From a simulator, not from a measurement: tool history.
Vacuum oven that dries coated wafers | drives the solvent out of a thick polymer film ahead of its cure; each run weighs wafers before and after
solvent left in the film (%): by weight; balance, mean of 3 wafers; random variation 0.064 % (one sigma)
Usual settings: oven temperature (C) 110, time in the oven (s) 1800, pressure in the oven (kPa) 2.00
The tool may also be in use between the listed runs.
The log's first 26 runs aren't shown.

run 27 hour=1084.4 | oven_temperature_(C)=101 time_in_the_oven_(s)=1620 pressure_in_the_oven_(kPa)=5.01 | solvent_left_in_the_film_(%)=8.48
run 28 hour=1125.9 | oven_temperature_(C)=110 time_in_the_oven_(s)=3000 pressure_in_the_oven_(kPa)=2.00 | solvent_left_in_the_film_(%)=2.11
run 29 hour=1166.6 | oven_temperature_(C)=110 time_in_the_oven_(s)=3000 pressure_in_the_oven_(kPa)=2.00 | solvent_left_in_the_film_(%)=2.20
run 30 hour=1214.1 | oven_temperature_(C)=110 time_in_the_oven_(s)=3000 pressure_in_the_oven_(kPa)=2.00 | solvent_left_in_the_film_(%)=2.30
run 31 hour=1254.4 | oven_temperature_(C)=101 time_in_the_oven_(s)=2340 pressure_in_the_oven_(kPa)=1.12 | solvent_left_in_the_film_(%)=5.85
run 32 hour=1281.2 | oven_temperature_(C)=106 time_in_the_oven_(s)=1800 pressure_in_the_oven_(kPa)=6.08 | solvent_left_in_the_film_(%)=6.72
run 33 hour=1328.4 | oven_temperature_(C)=106 time_in_the_oven_(s)=1800 pressure_in_the_oven_(kPa)=6.08 | solvent_left_in_the_film_(%)=6.83
run 34 hour=1380.3 | oven_temperature_(C)=115 time_in_the_oven_(s)=1800 pressure_in_the_oven_(kPa)=5.64 | solvent_left_in_the_film_(%)=3.78
run 35 hour=1409.1 | oven_temperature_(C)=98 time_in_the_oven_(s)=2100 pressure_in_the_oven_(kPa)=2.55 | solvent_left_in_the_film_(%)=7.93

3 ways to go on from here, each from the tool as it stands after run 35. What would each give?
run A hour=1433.3 | oven_temperature_(C)=97 time_in_the_oven_(s)=2100 pressure_in_the_oven_(kPa)=2.55 | solvent_left_in_the_film_(%)=?
run B hour=1433.3 | oven_temperature_(C)=108 time_in_the_oven_(s)=1080 pressure_in_the_oven_(kPa)=2.38 | solvent_left_in_the_film_(%)=?
run C hour=1433.3 | oven_temperature_(C)=107 time_in_the_oven_(s)=1800 pressure_in_the_oven_(kPa)=1.23 | solvent_left_in_the_film_(%)=?

run=A solvent_left_in_the_film_(%)=8.54
run=B solvent_left_in_the_film_(%)=7.92
run=C solvent_left_in_the_film_(%)=5.22
Without the tool's hidden state the same runs would have given:
run=A solvent_left_in_the_film_(%)=7.98
run=B solvent_left_in_the_film_(%)=7.48
run=C solvent_left_in_the_film_(%)=4.72
